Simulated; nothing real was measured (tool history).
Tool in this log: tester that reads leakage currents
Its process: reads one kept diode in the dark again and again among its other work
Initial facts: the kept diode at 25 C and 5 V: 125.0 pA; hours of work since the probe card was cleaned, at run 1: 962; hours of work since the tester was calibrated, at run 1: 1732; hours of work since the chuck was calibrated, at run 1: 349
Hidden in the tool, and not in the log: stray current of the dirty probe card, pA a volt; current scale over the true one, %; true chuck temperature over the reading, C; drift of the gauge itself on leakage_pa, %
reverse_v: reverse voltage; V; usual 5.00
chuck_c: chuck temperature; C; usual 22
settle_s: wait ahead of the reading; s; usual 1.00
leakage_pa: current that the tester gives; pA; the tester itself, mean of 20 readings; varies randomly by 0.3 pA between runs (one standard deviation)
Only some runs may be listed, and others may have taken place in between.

run	hour	reverse_v	chuck_c	settle_s	hours of work since the probe card was cleaned	hours of work since the tester was calibrated	hours of work since the chuck was calibrated	leakage_pa
1	0.0	5.00	22	1.00	962	1732	349	98.94
2	49.8	5.00	22	1.00	999	1768	385	99.31
# hour 67.1: probe card cleaned and baked
3	97.2	5.00	22	1.00	22	1801	418	98.59
4	145.2	5.00	27	1.00	58	1837	454	147.58
5	171.0	5.00	27	1.00	77	1856	473	147.70
6	196.6	5.00	22	1.00	96	1875	492	99.26
7	224.2	5.00	22	1.00	116	1895	512	99.14
8	279.1	5.00	22	1.00	157	1936	553	98.54
9	321.0	5.00	22	1.00	188	1967	584	98.25
10	379.7	5.00	22	1.00	231	2010	627	99.04
11	410.8	19.06	22	1.00	254	2033	650	217.35
12	448.7	5.00	22	5.68	283	2061	679	98.13
13	498.6	3.75	22	5.68	319	2098	715	82.47
14	540.3	6.83	22	1.00	350	2129	746	118.30
15	565.5	6.83	22	1.00	369	2148	765	118.91
16	618.2	5.00	34	1.00	408	2187	804	253.54
17	669.3	1.09	22	1.00	446	2225	842	40.17
18	714.3	1.09	22	1.00	479	2258	875	40.29
19	740.8	1.09	22	1.00	499	2278	895	40.29
20	780.2	1.09	22	1.00	528	2307	924	40.19
# hour 812.7: chuck's temperature calibrated
21	824.6	1.58	54	1.00	559	2338	9	541.82
22	882.8	1.30	22	9.68	602	2381	52	44.47
23	907.2	1.30	22	9.68	621	2400	70	44.46
24	950.1	1.30	22	9.68	652	2431	102	44.33
25	983.1	1.54	25	5.49	677	2456	126	62.64
26	1032.0	12.33	31	7.16	713	2492	162	342.78
27	1075.4	14.40	22	0.43	745	2524	195	188.66
28	1126.8	18.88	22	2.39	783	2562	233	216.20
29	1161.4	18.88	22	2.39	809	2588	258	214.91
30	1201.7	5.19	31	0.66	839	2618	288	207.95
31	1254.0	5.19	31	0.66	877	2656	327	207.58
32	1305.8	5.19	31	0.66	916	2695	365	208.07
33	1362.9	2.23	31	0.39	958	2737	407	126.61
34	1416.0	5.00	57	2.12	997	2776	447	1298.16
# hour 1432.2: probe card cleaned and baked
35	1479.3	5.00	25	1.00	35	2821	491	125.93
36	1531.6	5.00	41	1.00	74	2860	530	427.31
37	1584.7	5.00	41	1.00	113	2899	569	427.77
38	1637.9	12.42	50	0.40	152	2938	609	1381.10
39	1695.8	12.42	50	0.40	195	2981	652	1373.75

Alternative continuations, all from the tool just after run 39; predict every row:
A	1720.9	4.50	24	2.48	214	3000	670	?
B	1720.9	12.42	50	1.55	214	3000	670	?
C	1720.9	7.70	38	2.51	214	3000	670	?
D	1720.9	3.36	37	4.83	214	3000	670	?
E	1720.9	4.33	31	1.70	214	3000	670	?

run	leakage_pa
A	108.49
B	1379.39
C	440.06
D	252.37
E	185.93
The same runs, with their run-to-run variation unchanged, on a tool lacking any hidden condition would have given:
run	leakage_pa
A	108.64
B	1381.02
C	440.63
D	252.70
E	186.18
